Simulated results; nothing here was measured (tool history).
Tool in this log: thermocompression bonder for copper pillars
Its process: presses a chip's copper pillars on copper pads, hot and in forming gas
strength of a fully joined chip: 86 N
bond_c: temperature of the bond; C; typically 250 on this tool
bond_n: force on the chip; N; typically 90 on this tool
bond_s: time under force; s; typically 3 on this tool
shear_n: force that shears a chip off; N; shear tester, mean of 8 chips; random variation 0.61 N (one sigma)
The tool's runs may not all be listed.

Run 1, hour 0: usual settings. Result: shear_n 35.6 N.
Run 2, hour 9.3: usual settings. Result: shear_n 35.4 N.
Run 3, hour 16.9: usual settings. Result: shear_n 35.2 N.
Run 4, hour 23.5: usual settings. Result: shear_n 36.1 N.
Run 5, hour 33: usual settings. Result: shear_n 34.8 N.
Run 6, hour 43.2: usual settings. Result: shear_n 35.2 N.
Run 7, hour 52.6: usual settings but bond_s 6 s. Result: shear_n 45.9 N.
Run 8, hour 65.4: usual settings but bond_s 6 s. Result: shear_n 44.9 N.
Run 9, hour 71: usual settings but bond_s 6 s. Result: shear_n 45.5 N.
Run 10, hour 83.4: usual settings but bond_s 6 s. Result: shear_n 45.5 N.
Run 11, hour 89.9: usual settings but bond_s 6 s. Result: shear_n 45.7 N.
Run 12, hour 101.9: usual settings but bond_s 6 s. Result: shear_n 44.8 N.
Run 13, hour 115.1: usual settings but bond_s 6 s. Result: shear_n 45.3 N.
Run 14, hour 128.2: usual settings but bond_s 6 s. Result: shear_n 45 N.
Run 15, hour 137.7: usual settings but bond_s 7 s. Result: shear_n 47.3 N.
Run 16, hour 148.3: usual settings but bond_s 7 s. Result: shear_n 47 N.
Run 17, hour 155.5: usual settings but bond_s 7 s. Result: shear_n 48.3 N.
Run 18, hour 161.5: usual settings but bond_s 7 s. Result: shear_n 46.9 N.
Run 19, hour 172: usual settings but bond_s 7 s. Result: shear_n 46.4 N.
Run 20, hour 178.5: usual settings. Result: shear_n 35.2 N.
Run 21, hour 187.4: usual settings but bond_c 255 C, bond_n 55 N, bond_s 2 s. Result: shear_n 21.7 N.
Run 22, hour 197.6: usual settings but bond_c 279 C, bond_n 93 N, bond_s 4 s. Result: shear_n 60.6 N.
Run 23, hour 210.8: usual settings but bond_c 279 C, bond_n 93 N, bond_s 4 s. Result: shear_n 59.6 N.
Run 24, hour 222.1: usual settings but bond_n 70 N, bond_s 7 s. Result: shear_n 37.3 N.
Run 25, hour 234.3: usual settings but bond_c 261 C, bond_n 107 N, bond_s 8 s. Result: shear_n 64.3 N.
Run 26, hour 241: usual settings but bond_c 254 C, bond_s 5 s. Result: shear_n 45.1 N.
Run 27, hour 253.3: usual settings but bond_c 230 C. Result: shear_n 23.5 N.
Run 28, hour 265.2: usual settings but bond_c 230 C. Result: shear_n 24.2 N.
Run 29, hour 277.4: usual settings but bond_c 230 C, bond_n 79 N, bond_s 2 s. Result: shear_n 18.1 N.
Run 30, hour 286.8: usual settings but bond_c 230 C, bond_s 2 s. Result: shear_n 19.6 N.
Run 31, hour 295.9: usual settings but bond_c 230 C, bond_s 2 s. Result: shear_n 19.8 N.
Run 32, hour 307.2: usual settings but bond_c 244 C, bond_n 111 N, bond_s 5 s. Result: shear_n 44.5 N.
Run 33, hour 318.3: usual settings but bond_c 244 C, bond_n 99 N, bond_s 5 s. Result: shear_n 41.5 N.
Run 34, hour 329.5: usual settings but bond_c 229 C, bond_s 2 s. Result: shear_n 18.8 N.
Run 35, hour 336.6: usual settings but bond_c 229 C, bond_s 2 s. Result: shear_n 19.2 N.
Run 36, hour 342.8: usual settings but bond_c 278 C, bond_n 113 N, bond_s 2 s. Result: shear_n 56.2 N.
Run 37, hour 352.5: usual settings but bond_c 249 C, bond_n 56 N, bond_s 6 s. Result: shear_n 30 N.
Run 38, hour 360.8: usual settings but bond_c 249 C, bond_n 55 N, bond_s 2 s. Result: shear_n 18.3 N.
Run 39, hour 367: usual settings but bond_c 249 C, bond_n 55 N, bond_s 2 s. Result: shear_n 18.9 N.

Missing from the log above: 2 entries noted between runs. For each, name the pair of listed runs it sits between and say how the tool's hidden condition differs from the listed run just before to the listed run just after:
Between runs 4 and 5: heater calibrated with a thermocouple chip (hour 31)
  true temperature of the bond over the reading, C: 0.7 -> -0.1
Between runs 37 and 38: forming gas filter changed (hour 353.9)
  true temperature of the bond over the reading, C: 0.1 -> 0.2; oxide that the forming gas leaves, % of the face: 0.74 -> 0.5

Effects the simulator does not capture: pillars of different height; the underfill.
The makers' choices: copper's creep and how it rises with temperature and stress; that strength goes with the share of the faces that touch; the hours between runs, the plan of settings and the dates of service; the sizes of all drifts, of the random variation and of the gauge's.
